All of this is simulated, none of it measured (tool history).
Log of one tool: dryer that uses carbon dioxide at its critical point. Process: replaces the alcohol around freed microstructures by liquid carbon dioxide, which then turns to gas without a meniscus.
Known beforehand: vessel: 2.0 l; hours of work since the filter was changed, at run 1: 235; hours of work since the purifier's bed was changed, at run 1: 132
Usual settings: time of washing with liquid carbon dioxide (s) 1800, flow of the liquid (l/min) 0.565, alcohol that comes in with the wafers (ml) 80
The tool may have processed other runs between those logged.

run    hour  time of washing with liquid carbon dioxide (s)  flow of the liquid (l/min)  alcohol that comes in with the wafers (ml)  hours of work since the filter was changed  hours of work since the purifier's bed was changed  alcohol left in the vessel before it's heated (ppm by volume)
  1       0                                            1800                       0.565                                          80                                         235                                                 132                                                            150
  2    37.1                                            1800                       0.565                                          80                                         263                                                 160                                                            168
  3    71.8                                            1800                       0.874                                          80                                         289                                                 186                                                             64
  4   108.9                                            1200                       0.874                                          80                                         317                                                 214                                                            190
      124.7  -- inlet filter changed
  5   141.3                                            1800                       0.565                                          80                                          13                                                 237                                                            145
  6   170.1                                            1800                       0.565                                          80                                          34                                                 259                                                            163
  7   191.4                                            1800                       0.565                                          83                                          50                                                 275                                                            160
  8   230.6                                            1800                       0.565                                          80                                          80                                                 304                                                            177
  9     274                                            1800                       0.565                                          80                                         112                                                 337                                                            191
 10   315.4                                            1800                       0.565                                          80                                         143                                                 368                                                            203
 11   348.7                                            1800                       0.565                                          80                                         168                                                 393                                                            220
 12   397.8                                            1800                       0.859                                          80                                         205                                                 430                                                            147
 13     424                                            1800                       0.565                                          71                                         225                                                 450                                                            238
 14   450.7                                            1800                       0.565                                          71                                         245                                                 470                                                            262
 15   484.4                                            1800                       0.565                                          80                                         270                                                 495                                                            277
 16   514.5                                            1800                       0.485                                          80                                         293                                                 518                                                            454
 17   550.6                                            1800                       0.485                                          80                                         320                                                 545                                                            484
      560.6  -- inlet filter changed
 18   586.8                                            1380                       0.565                                          80                                          20                                                 571                                                            472
 19   622.5                                            1380                       0.565                                          80                                          47                                                 598                                                            514
 20   661.1                                            1380                       0.565                                          80                                          76                                                 627                                                            527
 21   700.2                                            1380                       0.565                                          80                                         105                                                 657                                                            544
 22   723.7                                            1380                       0.565                                          80                                         123                                                 674                                                            564
 23   745.2                                            1800                       0.565                                          65                                         139                                                 690                                                            291
      775.1  -- purifier's bed changed
 24     777                                            1800                       0.565                                          65                                         160                                                   1                                                             69
 25     810                                            1800                       0.565                                          26                                         185                                                  26                                                             46
 26   845.2                                            1800                       0.594                                          80                                         212                                                  53                                                             98
 27   872.5                                            1800                       0.594                                          80                                         232                                                  73                                                            112
 28   902.6                                            1560                       0.565                                          80                                         255                                                  96                                                            301
 29   934.4                                            1560                       0.393                                          25                                         279                                                 120                                                            418
 30   983.4                                            1560                       0.393                                          25                                         315                                                 156                                                            453
     1000.9  -- inlet filter changed
 31  1024.8                                            2880                       0.774                                          25                                          18                                                 187                                                             69
 32  1073.1                                            1200                       0.688                                          22                                          54                                                 223                                                            149
 33  1096.5                                            2280                       0.709                                          76                                          72                                                 241                                                             92

Forecast run 34:
 34  1119.3                                            1560                       0.565                                          31                                          89                                                 258                                                              ?

Logged for run 34: alcohol left in the vessel before it's heated (ppm by volume) 156.
On a tool with no hidden condition, and with the same random variation, this run would have come out at alcohol left in the vessel before it's heated (ppm by volume) 60.
